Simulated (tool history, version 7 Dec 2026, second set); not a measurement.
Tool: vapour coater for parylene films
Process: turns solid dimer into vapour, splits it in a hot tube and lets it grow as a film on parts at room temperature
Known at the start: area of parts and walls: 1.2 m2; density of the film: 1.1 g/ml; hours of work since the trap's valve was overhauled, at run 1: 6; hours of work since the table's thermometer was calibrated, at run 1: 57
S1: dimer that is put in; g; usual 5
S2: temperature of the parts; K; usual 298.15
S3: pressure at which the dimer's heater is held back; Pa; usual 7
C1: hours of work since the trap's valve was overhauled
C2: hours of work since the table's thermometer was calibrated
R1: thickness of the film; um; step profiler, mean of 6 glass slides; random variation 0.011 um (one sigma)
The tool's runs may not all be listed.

run   hour  S1      S2     S3   C1   C2    R1
  1      0   5  298.15      7    6   57   2.3
  2     14   6  298.15      7   13   64  2.76
  3   25.2   5  298.15      7   18   69   2.3
  4   34.7   5  298.15      7   23   74  2.27
  5   42.6   8  298.15      7   27   78  3.64
  6   50.7   8  298.15      7   31   81  3.65
  7   60.8   5  304.15      7   35   86  1.75
  8   73.6   5  294.15      7   42   93  2.72
  9     88   5  298.15     11   49   99  2.05
 10   97.6   5  298.15      7   53  104  2.27
 11  107.8   5  298.15      7   58  109  2.29
 12  117.1   7  298.15      7   63  114  3.19
 13  128.1   6  298.15      7   68  119  2.74
 14  138.4   3  295.15  10.42   73  124  1.41
 15  148.8   5  294.15  10.97   78  129  2.42
 16  158.4   5  298.15  10.25   83  133  2.06
 17  172.7   6  296.15      7   89  140  2.97
 18  182.7   6  296.15      7   94  145  2.97
 19  189.5   2  298.15   2.54   98  149  1.16
 20  203.9   5  291.15   5.48  105  155  3.26
 21  218.8   5  291.15   5.48  112  163  3.25
 22  225.3   5  298.15   2.79  115  166  2.82
 23  235.3   3  305.15   5.57  120  171  1.05
 24  248.3   8  298.15   5.57  126  177  3.82
 25  255.3   8  298.15   5.57  129  180  3.79
 26  268.1   4  291.15   9.16  136  186  2.29

Forecast each of these 3 alternatives for the next run:
  A  276.7   5  303.15     7  140  191   ?
  B  276.7   3  306.15  4.54  140  191   ?
  C  276.7   7  293.15   2.9  140  191   ?

run    R1
  A  1.82
  B  1.06
  C  4.86
Without the tool's hidden state the same runs would have given:
run    R1
  A  1.86
  B  1.08
  C  4.97

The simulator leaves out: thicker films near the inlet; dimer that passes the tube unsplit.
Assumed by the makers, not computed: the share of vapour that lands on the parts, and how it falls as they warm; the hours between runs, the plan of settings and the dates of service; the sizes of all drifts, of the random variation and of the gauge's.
